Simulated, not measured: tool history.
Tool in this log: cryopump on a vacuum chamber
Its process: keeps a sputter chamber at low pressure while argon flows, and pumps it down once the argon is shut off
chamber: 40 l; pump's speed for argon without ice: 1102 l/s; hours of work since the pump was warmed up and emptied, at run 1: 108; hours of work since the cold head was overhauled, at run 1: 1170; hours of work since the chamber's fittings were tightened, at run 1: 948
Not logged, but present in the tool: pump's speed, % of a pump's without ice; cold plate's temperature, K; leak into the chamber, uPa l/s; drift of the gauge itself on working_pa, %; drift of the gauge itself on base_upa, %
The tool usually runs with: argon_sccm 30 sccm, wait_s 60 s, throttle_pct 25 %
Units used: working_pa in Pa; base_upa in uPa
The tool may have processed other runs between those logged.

run,hour,argon_sccm,wait_s,throttle_pct,hours of work since the pump was warmed up and emptied,hours of work since the cold head was overhauled,hours of work since the chamber's fittings were tightened,working_pa,base_upa
1,0,30,60,25,108,1170,948,0.1863,2.51
2,19.5,30,60,25,125,1187,965,0.1872,2.49
3,60,30,60,25,159,1221,999,0.1891,2.48
4,100.1,30,60,25,193,1255,1033,0.1889,2.5
5,126.2,30,60,25,215,1277,1055,0.1893,2.61
6,165.4,30,60,25,248,1310,1088,0.1901,2.53
7,187.4,30,60,25,267,1329,1107,0.1889,2.59
8,218.5,30,60,25,293,1355,1133,0.1904,2.6
9,258.4,30,60,25,327,1389,1167,0.191,2.62
10,290.6,30,60,25,354,1416,1194,0.1918,2.66
11,325.1,30,60,25,383,1445,1223,0.1937,2.63
12,358,30,60,25,411,1473,1251,0.1918,2.6
13,398.8,30,181,25,446,1508,1286,0.1929,1.35
14,428.1,30,60,54,471,1533,1310,0.0947,2.71
15,460.6,30,60,54,498,1560,1338,0.0961,2.72
# hour 478: pump warmed up, emptied and cooled again
16,502.3,30,60,54,21,1591,1369,0.0877,2.6
17,529.7,30,281,25,44,1614,1392,0.1849,1
18,552,32,60,25,63,1633,1411,0.1978,2.62

Predict the results of run 19:
19,587.5,32,60,25,93,1663,1441,?,?

{"run 19": {"working_pa": 0.2012, "base_upa": 2.65}}
If the tool had no hidden condition, the same run with the same run-to-run variation would have returned working_pa 0.1986 Pa, base_upa 2.26 uPa.
